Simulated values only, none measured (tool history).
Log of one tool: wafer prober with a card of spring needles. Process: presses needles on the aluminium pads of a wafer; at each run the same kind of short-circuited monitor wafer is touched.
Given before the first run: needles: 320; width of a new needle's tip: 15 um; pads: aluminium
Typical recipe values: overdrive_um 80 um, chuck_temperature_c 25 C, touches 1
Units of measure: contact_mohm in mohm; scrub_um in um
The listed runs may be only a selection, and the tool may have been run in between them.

run	hour	overdrive_um	chuck_temperature_c	touches	contact_mohm	scrub_um
1	0	80	25	1	184	12.2
# hour 2.6: tips cleaned on abrasive film
# hour 15.2: tips cleaned on abrasive film
# hour 25.4: tips cleaned on abrasive film
# hour 38: tips cleaned on abrasive film
# hour 50.6: tips cleaned on abrasive film
2	52	80	25	1	184	12.14
# hour 62.1: tips cleaned on abrasive film
# hour 74.7: tips cleaned on abrasive film
# hour 87.3: tips cleaned on abrasive film
# hour 99.9: tips cleaned on abrasive film
3	109.6	80	25	1	183	12.17
# hour 112.2: tips cleaned on abrasive film
# hour 122.3: tips cleaned on abrasive film
# hour 134.9: tips cleaned on abrasive film
# hour 147.6: tips cleaned on abrasive film
4	157.1	80	25	1	181	12.14
# hour 159.7: tips cleaned on abrasive film
# hour 160: height of the first contact set anew
# hour 170.2: tips cleaned on abrasive film
# hour 182.8: tips cleaned on abrasive film
# hour 195.4: tips cleaned on abrasive film
5	198.7	80	88	1	193	12.18
# hour 206.3: tips cleaned on abrasive film
# hour 218.9: tips cleaned on abrasive film
# hour 231: tips cleaned on abrasive film
6	231	62	25	1	184	9.42
# hour 241.1: tips cleaned on abrasive film
# hour 253.8: tips cleaned on abrasive film
# hour 266.4: tips cleaned on abrasive film
# hour 278.2: tips cleaned on abrasive film
7	278.2	80	25	2	182	12.08
# hour 290.8: tips cleaned on abrasive film
# hour 303.4: tips cleaned on abrasive film
# hour 316: tips cleaned on abrasive film
8	317.4	80	25	2	184	12.13
# hour 327.5: tips cleaned on abrasive film
# hour 340.1: tips cleaned on abrasive film
# hour 352.8: tips cleaned on abrasive film
9	353.1	80	25	2	182	12.12
# hour 363.2: tips cleaned on abrasive film
# hour 373.3: tips cleaned on abrasive film
10	380.9	80	25	1	179	12.1
# hour 386: tips cleaned on abrasive film
# hour 398.6: tips cleaned on abrasive film
# hour 411.2: tips cleaned on abrasive film
# hour 423.8: tips cleaned on abrasive film
11	426.2	80	25	1	180	12.05
# hour 436.4: tips cleaned on abrasive film
# hour 446.5: tips cleaned on abrasive film
# hour 459.1: tips cleaned on abrasive film
12	465.1	80	101	1	196	12.06
# hour 470.2: tips cleaned on abrasive film
# hour 482.9: tips cleaned on abrasive film
13	492.3	80	101	1	199	12.09
# hour 494.9: tips cleaned on abrasive film
# hour 505: tips cleaned on abrasive film
# hour 517.6: tips cleaned on abrasive film
# hour 527.8: tips cleaned on abrasive film
# hour 539.9: tips cleaned on abrasive film
14	539.9	80	101	1	201	12.06
# hour 552.5: tips cleaned on abrasive film
# hour 562.6: tips cleaned on abrasive film
# hour 575.1: tips cleaned on abrasive film
15	581.1	86	25	2	185	12.99
# hour 586.2: tips cleaned on abrasive film
# hour 598.8: tips cleaned on abrasive film
# hour 611.5: tips cleaned on abrasive film
# hour 624.1: tips cleaned on abrasive film
# hour 634.2: tips cleaned on abrasive film
16	637.5	75	122	2	203	11.29
# hour 645.2: tips cleaned on abrasive film
# hour 657.8: tips cleaned on abrasive film
# hour 670.4: tips cleaned on abrasive film
17	679.4	75	122	2	208	11.29
# hour 682.1: tips cleaned on abrasive film
# hour 694.7: tips cleaned on abrasive film
# hour 704.8: tips cleaned on abrasive film
# hour 714.9: tips cleaned on abrasive film
# hour 727.5: tips cleaned on abrasive film
# hour 730.3: height of the first contact set anew
# hour 739.8: tips cleaned on abrasive film
18	739.8	75	106	2	198	11.28
# hour 752.4: tips cleaned on abrasive film
# hour 765: tips cleaned on abrasive film
19	770.2	70	25	3	185	10.44
# hour 775.3: tips cleaned on abrasive film
# hour 785.4: tips cleaned on abrasive film
# hour 798: tips cleaned on abrasive film
20	798	80	41	1	187	12.05
# hour 810.6: tips cleaned on abrasive film
# hour 823.2: tips cleaned on abrasive film
# hour 835.8: tips cleaned on abrasive film
21	842.5	88	34	1	185	13.21
# hour 847.6: tips cleaned on abrasive film
# hour 860.2: tips cleaned on abrasive film
# hour 872.9: tips cleaned on abrasive film
# hour 885.5: tips cleaned on abrasive film
22	889.3	68	122	2	207	10.2
# hour 896.9: tips cleaned on abrasive film
# hour 909.5: tips cleaned on abrasive film
23	918	81	28	3	183	12.12
# hour 920.6: tips cleaned on abrasive film
# hour 933.3: tips cleaned on abrasive film
# hour 945.8: tips cleaned on abrasive film
# hour 958.4: tips cleaned on abrasive film
# hour 969.7: tips cleaned on abrasive film
24	969.7	80	82	1	197	11.96
# hour 982.4: tips cleaned on abrasive film
# hour 995: tips cleaned on abrasive film
# hour 1007.6: tips cleaned on abrasive film
# hour 1020.2: tips cleaned on abrasive film
25	1028.2	73	88	2	199	10.89
# hour 1030.8: tips cleaned on abrasive film
# hour 1040.9: tips cleaned on abrasive film
# hour 1053.6: tips cleaned on abrasive film
# hour 1063.7: tips cleaned on abrasive film
# hour 1076.3: tips cleaned on abrasive film
26	1076.5	66	35	1	188	9.84

Some steps in scrub_um, run to run, broken into two amounts with sign: the step expected even without the hidden condition (settings, incoming material, random variation), and the rest, left for the hidden condition together with whatever gauge scatter is not in both the measured and the hidden-condition-free result:
Hidden state present: debris on the tips, nm; way that the needles fall short of the set height, um; tips' diameter, um; drift of the gauge itself on contact_mohm, %; drift of the gauge itself on scrub_um, %.
Run 5 -> 6: overdrive_um 80 -> 62, chuck_temperature_c 88 -> 25, tips cleaned on abrasive film, tips cleaned on abrasive film, tips cleaned on abrasive film. scrub_um -2.76 um: hidden state +0.01, all else -2.77.
Run 21 -> 22: overdrive_um 88 -> 68, chuck_temperature_c 34 -> 122, touches 1 -> 2, tips cleaned on abrasive film, tips cleaned on abrasive film, tips cleaned on abrasive film, tips cleaned on abrasive film. scrub_um -3.01 um: hidden state +0.04, all else -3.05.
Run 22 -> 23: overdrive_um 68 -> 81, chuck_temperature_c 122 -> 28, touches 2 -> 3, tips cleaned on abrasive film, tips cleaned on abrasive film. scrub_um +1.92 um: hidden state -0.04, all else +1.96.
